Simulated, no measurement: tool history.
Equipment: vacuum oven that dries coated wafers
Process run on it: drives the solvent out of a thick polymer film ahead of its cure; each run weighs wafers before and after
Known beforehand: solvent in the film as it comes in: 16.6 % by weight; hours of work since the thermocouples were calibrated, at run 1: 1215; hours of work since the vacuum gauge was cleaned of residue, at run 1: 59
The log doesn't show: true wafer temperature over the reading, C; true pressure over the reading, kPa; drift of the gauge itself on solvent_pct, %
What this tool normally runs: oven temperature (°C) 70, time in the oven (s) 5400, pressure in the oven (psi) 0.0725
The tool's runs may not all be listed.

| run | day | oven temperature (°C) | time in the oven (s) | pressure in the oven (psi) | hours of work since the thermocouples were calibrated | hours of work since the vacuum gauge was cleaned of residue | solvent left in the film (%) |
|---|---|---|---|---|---|---|---|
| 1 | 0 | 70 | 5400 | 0.0725 | 1215 | 59 | 1 |
| 2 | 2.912 | 70 | 5400 | 0.0561 | 1259 | 103 | 0.87 |
| 3 | 5.212 | 55 | 5400 | 0.0725 | 1294 | 138 | 6.16 |
| 4 | 9.983 | 70 | 3060 | 0.0725 | 1367 | 211 | 2.95 |
| 5 | 12.362 | 70 | 3060 | 0.0725 | 1403 | 247 | 3.05 |
| 6 | 15.708 | 70 | 3060 | 0.0725 | 1454 | 298 | 3 |
| 7 | 19.7 | 70 | 6540 | 0.0725 | 1515 | 359 | 0.77 |
| 8 | 21.938 | 70 | 6540 | 0.0725 | 1549 | 393 | 0.82 |
| 9 | 24.021 | 70 | 6540 | 0.0725 | 1581 | 425 | 0.74 |
|  | 28.454 | oven's thermocouples calibrated |
| 10 | 29.204 | 60 | 5400 | 0.0725 | 11 | 502 | 3.07 |
| 11 | 32.138 | 60 | 5400 | 0.0725 | 56 | 547 | 3.14 |
| 12 | 35.112 | 70 | 5400 | 0.0725 | 101 | 592 | 0.72 |
| 13 | 37.262 | 70 | 5400 | 0.0725 | 134 | 625 | 0.67 |
| 14 | 40.858 | 61 | 5400 | 0.0725 | 189 | 680 | 2.81 |
| 15 | 46.012 | 70 | 5400 | 0.0554 | 267 | 758 | 0.7 |
| 16 | 48.633 | 70 | 5400 | 0.0696 | 307 | 798 | 0.81 |
| 17 | 51.912 | 82 | 5400 | 0.0696 | 357 | 848 | 0.2 |
| 18 | 56.096 | 82 | 5400 | 0.1822 | 421 | 911 | 0.48 |
| 19 | 59.875 | 82 | 5400 | 0.1822 | 478 | 969 | 0.45 |
| 20 | 63.812 | 70 | 5400 | 0.0862 | 538 | 1029 | 0.89 |
| 21 | 68.833 | 70 | 5400 | 0.0857 | 615 | 1105 | 0.85 |
| 22 | 72.525 | 70 | 5400 | 0.0857 | 671 | 1162 | 0.98 |
| 23 | 75.912 | 63 | 5400 | 0.0725 | 722 | 1213 | 2.54 |
| 24 | 78.642 | 63 | 5400 | 0.2223 | 764 | 1255 | 3.17 |
| 25 | 81.221 | 76 | 9720 | 0.0368 | 803 | 1294 | 0.24 |
| 26 | 84.612 | 76 | 9720 | 0.0368 | 855 | 1346 | 0.23 |
| 27 | 86.771 | 62 | 2880 | 0.0492 | 888 | 1378 | 5.78 |
| 28 | 90.504 | 62 | 2880 | 0.0492 | 944 | 1435 | 5.92 |
| 29 | 94.542 | 72 | 2820 | 0.1317 | 1006 | 1497 | 2.43 |
| 30 | 97.038 | 72 | 2820 | 0.1317 | 1044 | 1535 | 2.44 |
| 31 | 101.775 | 82 | 5040 | 0.0725 | 1116 | 1607 | 0.29 |
| 32 | 105.012 | 61 | 5400 | 0.0577 | 1165 | 1656 | 3.47 |
| 33 | 107.517 | 58 | 7980 | 0.0725 | 1203 | 1694 | 2.95 |
| 34 | 110.071 | 70 | 3060 | 0.1056 | 1242 | 1733 | 2.88 |
| 35 | 113.604 | 59 | 3180 | 0.2409 | 1296 | 1787 | 7.3 |
| 36 | 117.012 | 61 | 3540 | 0.0555 | 1348 | 1839 | 5.56 |
| 37 | 121.517 | 61 | 3540 | 0.0555 | 1416 | 1907 | 5.54 |
| 38 | 125.146 | 61 | 3540 | 0.0555 | 1472 | 1962 | 5.69 |
| 39 | 128.167 | 77 | 9240 | 0.0528 | 1518 | 2008 | 0.3 |
| 40 | 130.588 | 77 | 9240 | 0.0528 | 1554 | 2045 | 0.26 |
| 41 | 135.708 | 77 | 9240 | 0.0528 | 1632 | 2123 | 0.32 |
|  | 136.846 | oven's thermocouples calibrated |
| 42 | 140.75 | 60 | 5400 | 0.1452 | 59 | 2199 | 3.83 |
| 43 | 144.575 | 60 | 5400 | 0.1452 | 118 | 2257 | 3.89 |
| 44 | 148.275 | 56 | 8460 | 0.0526 | 174 | 2313 | 3.11 |
| 45 | 151.867 | 62 | 5400 | 0.0725 | 229 | 2368 | 2.93 |
| 46 | 156.838 | 62 | 5400 | 0.1139 | 304 | 2443 | 3.18 |
| 47 | 160.758 | 62 | 5400 | 0.1139 | 364 | 2503 | 3.26 |
| 48 | 164.008 | 57 | 3120 | 0.0396 | 413 | 2553 | 7.39 |

Hidden state or all else? Some run-to-run changes of solvent left in the film (%), split into what the settings, what came in and random variation would give without the hidden state, and what is left for the hidden state (with any gauge scatter that isn't in both results):
Run 2 -> 3: oven temperature (°C) 70 -> 55, pressure in the oven (psi) 0.0561 -> 0.0725. solvent left in the film (%) +5.29: hidden state +0.59, all else +4.7.
Run 6 -> 7: time in the oven (s) 3060 -> 6540. solvent left in the film (%) -2.23: hidden state -0.5, all else -1.73.
Run 26 -> 27: oven temperature (°C) 76 -> 62, time in the oven (s) 9720 -> 2880, pressure in the oven (psi) 0.0368 -> 0.0492. solvent left in the film (%) +5.55: hidden state +0.33, all else +5.22.
Run 38 -> 39: oven temperature (°C) 61 -> 77, time in the oven (s) 3540 -> 9240, pressure in the oven (psi) 0.0555 -> 0.0528. solvent left in the film (%) -5.39: hidden state -0.68, all else -4.71.
